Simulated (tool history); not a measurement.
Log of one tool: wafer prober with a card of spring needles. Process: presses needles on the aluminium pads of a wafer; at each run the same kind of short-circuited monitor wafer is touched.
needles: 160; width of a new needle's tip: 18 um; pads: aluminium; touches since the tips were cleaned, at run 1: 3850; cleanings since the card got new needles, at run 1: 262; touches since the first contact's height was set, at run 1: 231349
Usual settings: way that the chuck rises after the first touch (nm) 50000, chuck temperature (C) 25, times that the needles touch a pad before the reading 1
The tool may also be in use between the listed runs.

run	hour	way that the chuck rises after the first touch (nm)	chuck temperature (C)	times that the needles touch a pad before the reading	touches since the tips were cleaned	cleanings since the card got new needles	touches since the first contact's height was set	resistance of one needle with its contact and lead (mohm)	way that a needle slides on the pad (nm)
1	0	50000	25	1	3850	262	231349	269	12250
# hour 2.5: tips cleaned on abrasive film
# hour 10: height of the first contact set anew
# hour 12.5: tips cleaned on abrasive film
# hour 24.6: tips cleaned on abrasive film
# hour 36.7: tips cleaned on abrasive film
# hour 48.8: tips cleaned on abrasive film
2	58	50000	25	1	4513	267	23276	267	11870
# hour 60.5: tips cleaned on abrasive film
# hour 70.2: tips cleaned on abrasive film
# hour 82.3: tips cleaned on abrasive film
# hour 94.4: tips cleaned on abrasive film
# hour 106.5: tips cleaned on abrasive film
3	114	50000	25	2	3672	272	50402	274	11710
# hour 116.5: tips cleaned on abrasive film
# hour 128.6: tips cleaned on abrasive film
# hour 140.7: tips cleaned on abrasive film
# hour 152.8: tips cleaned on abrasive film
# hour 164.9: tips cleaned on abrasive film
4	172.5	50000	25	2	3712	277	78740	269	11790
# hour 175: tips cleaned on abrasive film
# hour 184.7: tips cleaned on abrasive film
# hour 196.8: tips cleaned on abrasive film
# hour 206.5: tips cleaned on abrasive film
5	213.2	50000	25	2	3277	281	98434	274	11880
# hour 218.1: tips cleaned on abrasive film
# hour 230.2: tips cleaned on abrasive film
# hour 239.9: tips cleaned on abrasive film
# hour 252: tips cleaned on abrasive film
# hour 264.1: tips cleaned on abrasive film
# hour 276.2: tips cleaned on abrasive film
6	283.5	50000	25	2	3598	287	132522	273	12020
# hour 286.1: tips cleaned on abrasive film
# hour 298.1: tips cleaned on abrasive film
# hour 307.8: tips cleaned on abrasive film
# hour 317.5: tips cleaned on abrasive film
7	325.2	50000	25	1	3762	291	152704	270	11860
# hour 327.7: tips cleaned on abrasive film
# hour 339.8: tips cleaned on abrasive film
# hour 349.5: tips cleaned on abrasive film
# hour 361.6: tips cleaned on abrasive film
8	366.1	36000	25	2	2196	295	172490	280	8430
# hour 373.4: tips cleaned on abrasive film
# hour 385.5: tips cleaned on abrasive film
# hour 395.2: tips cleaned on abrasive film
# hour 407.3: tips cleaned on abrasive film
# hour 419.4: tips cleaned on abrasive film
9	427.8	39000	28	1	4104	300	202393	279	9550
# hour 430.3: tips cleaned on abrasive film
# hour 440: tips cleaned on abrasive film
# hour 449.7: tips cleaned on abrasive film
# hour 461.8: tips cleaned on abrasive film
10	469.2	39000	28	1	3606	304	222416	279	9360
# hour 471.7: tips cleaned on abrasive film
# hour 481.4: tips cleaned on abrasive film
# hour 493.5: tips cleaned on abrasive film
# hour 496.2: height of the first contact set anew
# hour 503.5: tips cleaned on abrasive film
# hour 515.6: tips cleaned on abrasive film
# hour 527.6: tips cleaned on abrasive film
# hour 537.3: tips cleaned on abrasive film
11	539.7	50000	28	1	1140	311	21075	268	11640
# hour 549.4: tips cleaned on abrasive film
# hour 559.1: tips cleaned on abrasive film
# hour 568.8: tips cleaned on abrasive film
# hour 580.9: tips cleaned on abrasive film
# hour 590.6: tips cleaned on abrasive film
12	591.3	68000	25	1	345	316	46046	262	16040
# hour 601: tips cleaned on abrasive film
# hour 613.1: tips cleaned on abrasive film
# hour 622.8: tips cleaned on abrasive film
# hour 632.5: tips cleaned on abrasive film
# hour 644.6: tips cleaned on abrasive film
# hour 654.3: tips cleaned on abrasive film
# hour 666.4: tips cleaned on abrasive film
13	669.3	68000	25	1	1436	323	83835	269	16340
# hour 676.6: tips cleaned on abrasive film
# hour 686.3: tips cleaned on abrasive film
# hour 698.4: tips cleaned on abrasive film
14	707.5	68000	25	1	4465	326	102370	261	16300

Forecast each of these 3 alternatives for the next run:
# hour 710: tips cleaned on abrasive film
# hour 719.7: tips cleaned on abrasive film
# hour 731.8: tips cleaned on abrasive film
# hour 743.9: tips cleaned on abrasive film
A	747.2	48000	56	1	1631	330	121590	?	?
# hour 710: tips cleaned on abrasive film
# hour 719.7: tips cleaned on abrasive film
# hour 731.8: tips cleaned on abrasive film
# hour 743.9: tips cleaned on abrasive film
B	747.2	40000	25	1	1631	330	121590	?	?
# hour 710: tips cleaned on abrasive film
# hour 719.7: tips cleaned on abrasive film
# hour 731.8: tips cleaned on abrasive film
# hour 743.9: tips cleaned on abrasive film
C	747.2	36000	70	3	1631	330	121590	?	?

run	resistance of one needle with its contact and lead (mohm)	way that a needle slides on the pad (nm)
A	283	11430
B	277	9350
C	300	8670
Without the tool's hidden state the same runs would have given:
run	resistance of one needle with its contact and lead (mohm)	way that a needle slides on the pad (nm)
A	283	11430
B	277	9350
C	300	8670

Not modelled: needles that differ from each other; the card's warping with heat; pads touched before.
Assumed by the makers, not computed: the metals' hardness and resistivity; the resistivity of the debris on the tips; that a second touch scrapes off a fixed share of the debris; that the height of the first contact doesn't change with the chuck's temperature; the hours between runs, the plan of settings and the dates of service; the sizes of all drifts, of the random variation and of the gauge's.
